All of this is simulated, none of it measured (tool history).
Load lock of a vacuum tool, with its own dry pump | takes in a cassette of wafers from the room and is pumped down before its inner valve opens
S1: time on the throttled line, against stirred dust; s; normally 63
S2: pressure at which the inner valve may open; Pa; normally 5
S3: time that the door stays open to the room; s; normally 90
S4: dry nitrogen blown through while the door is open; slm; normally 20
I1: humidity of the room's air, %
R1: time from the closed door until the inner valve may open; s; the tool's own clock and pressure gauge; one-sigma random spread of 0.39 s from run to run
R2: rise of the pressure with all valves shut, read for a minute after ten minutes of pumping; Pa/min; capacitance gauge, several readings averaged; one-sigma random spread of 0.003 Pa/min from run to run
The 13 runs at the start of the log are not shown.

run,hour,S1,S2,S3,S4,I1,R1,R2
14,3905.6,40,10,90,20,42.6,79.9,0.234
15,4154.7,63,5,90,8,45.6,102.3,0.257
16,4465,63,5,90,20,46.1,103.2,0.247
17,4794.8,63,5,90,20,44.9,103.6,0.252
18,5166,63,5,90,20,46.6,103,0.272
# hour 5283.3: door's seal changed, seat wiped
19,5498.3,118,5,32,10,45.4,148.8,0.03
20,5836.8,83,5,32,30,47.4,120.3,0.02
21,6245.3,43,4,28,14,46.7,88,0.03
22,6579.2,63,5,90,20,45.3,103,0.045
23,6860.9,38,5,90,13,46.5,82.3,0.05
24,7218.8,43,5,84,4,45.1,87.4,0.078
25,7458.7,63,5,40,30,46.6,103.4,0.028
26,7856.9,63,6,77,8,43.3,102.2,0.067
27,8127.6,63,8,231,8,47.3,101,0.108
28,8444.9,63,8,137,29,43.3,101.5,0.05
29,8731.9,63,8,137,29,43.5,101,0.057
30,9042.7,63,8,137,29,45.7,101.2,0.061
31,9319.3,66,8,137,29,45.9,104.5,0.068
32,9613.2,66,8,137,29,48,103,0.068
33,9798.6,77,7,120,10,44.7,113.8,0.095
34,10001.6,57,6,90,20,45.8,98.1,0.07
35,10275.6,57,6,90,20,41.1,97.8,0.075
36,10584.7,63,5,80,20,45.6,104.7,0.075

Here are 4 independent what-if runs from the current tool condition. What would each one return?
A,10860.7,44,5,228,28,44.7,?,?
B,10860.7,92,5,90,40,43.4,?,?
C,10860.7,115,5,90,20,42.4,?,?
D,10860.7,63,9,80,20,43.1,?,?

run,R1,R2
A,88.8,0.094
B,127.8,0.068
C,146.2,0.077
D,101,0.079
With no hidden state in the tool, these same runs would have given:
run,R1,R2
A,86.7,0.044
B,126.1,0.019
C,144.7,0.028
D,99.2,0.029

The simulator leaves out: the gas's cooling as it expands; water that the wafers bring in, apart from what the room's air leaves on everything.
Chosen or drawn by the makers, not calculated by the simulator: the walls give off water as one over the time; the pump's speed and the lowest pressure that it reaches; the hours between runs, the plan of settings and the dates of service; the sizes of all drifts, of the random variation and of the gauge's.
